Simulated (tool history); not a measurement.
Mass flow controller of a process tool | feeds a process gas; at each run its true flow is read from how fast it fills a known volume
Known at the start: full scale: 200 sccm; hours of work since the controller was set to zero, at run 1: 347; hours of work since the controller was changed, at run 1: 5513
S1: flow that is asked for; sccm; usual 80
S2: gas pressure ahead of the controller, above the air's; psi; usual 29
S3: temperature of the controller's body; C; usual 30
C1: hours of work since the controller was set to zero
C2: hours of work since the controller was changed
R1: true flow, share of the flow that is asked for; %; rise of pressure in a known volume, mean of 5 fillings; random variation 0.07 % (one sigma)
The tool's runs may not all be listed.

run	hour	S1	S2	S3	C1	C2	R1
1	0	80	29	30	347	5513	98.71
2	155.6	80	29	30	446	5612	98.61
3	491.8	80	25.1	30	660	5826	98.93
4	653.2	80	25.1	30	763	5929	99
5	830.7	88	25.1	30	876	6042	99.03
6	1143.5	80	29	30	1075	6241	98.93
7	1377	80	29	30	1224	6390	98.91
8	1535.8	80	29	30	1325	6491	99.1
9	1682.4	80	29	30	1418	6584	99.03
10	2001.6	80	29	30	1621	6787	99.15
11	2329.9	80	29	30	1830	6996	99.17
12	2611.1	25	29	30	2009	7175	98.76
13	2756.6	25	23.5	30	2102	7268	99.09
14	2980.9	25	23.5	30	2245	7411	99.14
15	3180.5	25	31.6	30	2372	7538	98.66
16	3460.8	80	29	30	2550	7716	99.54
17	3822.6	80	26.3	30	2781	7947	99.73
18	4076.3	80	26.3	30	2942	8108	99.77
19	4419.9	80	29	30	3161	8327	99.76
20	4660.3	80	24.4	30	3314	8480	99.96
21	5019.8	80	29	30	3543	8709	99.92
22	5211.6	80	29	30	3665	8831	99.94
23	5494.6	80	29	30	3845	9011	100.05
24	5786.8	80	29	30	4031	9197	100.1
25	5943.1	192	27.7	20	4131	9297	101.82
26	6245.4	192	27.7	20	4323	9489	101.93
27	6422.3	192	27.7	20	4436	9602	101.99
# hour 6468.9: controller exchanged for a calibrated one
28	6621	137	34.4	20	97	97	101.22
29	6851.6	148	22.8	33	244	244	101.26
# hour 6916.3: gauge calibrated
30	7040.6	61	22.8	33	364	364	98.67
31	7389.7	42	38.1	21	586	586	98.27
32	7697.2	42	38.1	21	782	782	98.46
33	7956.6	156	37.7	28	947	947	99.24
34	8190.3	35	21	25	1096	1096	99.1
35	8385	35	40	37	1220	1220	97.76
36	8670.1	152	23.4	23	1401	1401	100.48
37	9016.5	62	23.4	32	1622	1622	99.15
38	9252	34	22.2	30	1772	1772	99.11
39	9608.9	114	20.7	28	1999	1999	100.13
40	9794.8	140	24.7	30	2118	2118	100.22
41	9977.5	192	29	30	2234	2234	100.48
42	10258	192	29	30	2412	2412	100.53
43	10600.2	192	29	30	2630	2630	100.6
# hour 10777: gauge calibrated
44	10841	30	34.7	38	2784	2784	97.42
45	11039.4	30	34.7	23	2910	2910	98.23
46	11332.1	80	34.2	32	3096	3096	98.51
47	11533.5	162	34.1	32	3225	3225	99.36
48	11820.3	28	36.7	30	3407	3407	97.91

The same runs without the tool's hidden state, with the same run-to-run variation:
The hidden state here: flow at rest that the sensor doesn't see, % of full scale; true flow over the shown one, %; drift of the gauge itself on true_pct, %.
run	R1
1	98.71
2	98.57
3	98.8
4	98.83
5	98.82
6	98.63
7	98.55
8	98.7
9	98.59
10	98.64
11	98.57
12	98.08
13	98.36
14	98.35
15	97.82
16	98.64
17	98.73
18	98.71
19	98.61
20	98.74
21	98.62
22	98.59
23	98.61
24	98.59
25	100.25
26	100.28
27	100.29
28	99.49
29	99.47
30	98.64
31	98.14
32	98.26
33	98.96
34	98.76
35	97.37
36	100.02
37	98.6
38	98.49
39	99.42
40	99.47
41	99.68
42	99.66
43	99.63
44	97.39
45	98.14
46	98.36
47	99.16
48	97.62

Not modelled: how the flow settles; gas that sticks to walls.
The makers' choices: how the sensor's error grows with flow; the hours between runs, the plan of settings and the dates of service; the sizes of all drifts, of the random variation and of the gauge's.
